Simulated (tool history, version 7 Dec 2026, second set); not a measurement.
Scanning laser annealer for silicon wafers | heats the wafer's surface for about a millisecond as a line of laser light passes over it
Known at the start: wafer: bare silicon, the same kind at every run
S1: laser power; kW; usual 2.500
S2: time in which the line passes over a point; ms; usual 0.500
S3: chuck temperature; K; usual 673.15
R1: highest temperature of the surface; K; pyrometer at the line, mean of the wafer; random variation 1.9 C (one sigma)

Run 1, day 0.000: usual settings. Result: R1 1392.15 K.
Run 2, day 0.183: usual settings. Result: R1 1395.15 K.
Run 3, day 0.483: usual settings but S3 695.15 K. Result: R1 1415.15 K.
Run 4, day 0.779: usual settings but S2 0.580 ms. Result: R1 1440.15 K.
Run 5, day 0.971: usual settings. Result: R1 1390.15 K.
Run 6, day 1.342: usual settings but S2 0.420 ms. Result: R1 1340.15 K.
Run 7, day 1.612: usual settings but S1 2.177 kW. Result: R1 1297.15 K.
Run 8, day 1.921: usual settings but S1 2.177 kW. Result: R1 1294.15 K.
Run 9, day 2.183: usual settings. Result: R1 1389.15 K.
Run 10, day 2.521: usual settings. Result: R1 1387.15 K.
Run 11, day 2.925: usual settings. Result: R1 1390.15 K.
Run 12, day 3.233: usual settings but S2 0.531 ms, S3 671.15 K. Result: R1 1406.15 K.
Run 13, day 3.412: usual settings but S2 0.531 ms, S3 671.15 K. Result: R1 1406.15 K.
Run 14, day 3.638: usual settings but S2 0.531 ms, S3 671.15 K. Result: R1 1405.15 K.
Run 15, day 4.029: usual settings but S1 2.412 kW, S2 0.594 ms. Result: R1 1418.15 K.
Run 16, day 4.212: usual settings but S1 2.346 kW, S2 0.493 ms, S3 639.15 K. Result: R1 1307.15 K.
Run 17, day 4.479: usual settings but S1 2.181 kW, S2 0.358 ms, S3 639.15 K. Result: R1 1177.15 K.
Run 18, day 4.667: usual settings but S1 2.310 kW, S2 0.393 ms, S3 711.15 K. Result: R1 1307.15 K.

Forecast run 19:
Run 19, day 4.862: usual settings but S1 2.351 kW. Result: R1 ?.

{"run 19": {"R1": 1345.15}}
Without the tool's hidden state the same run would have given R1 1355.15 K.
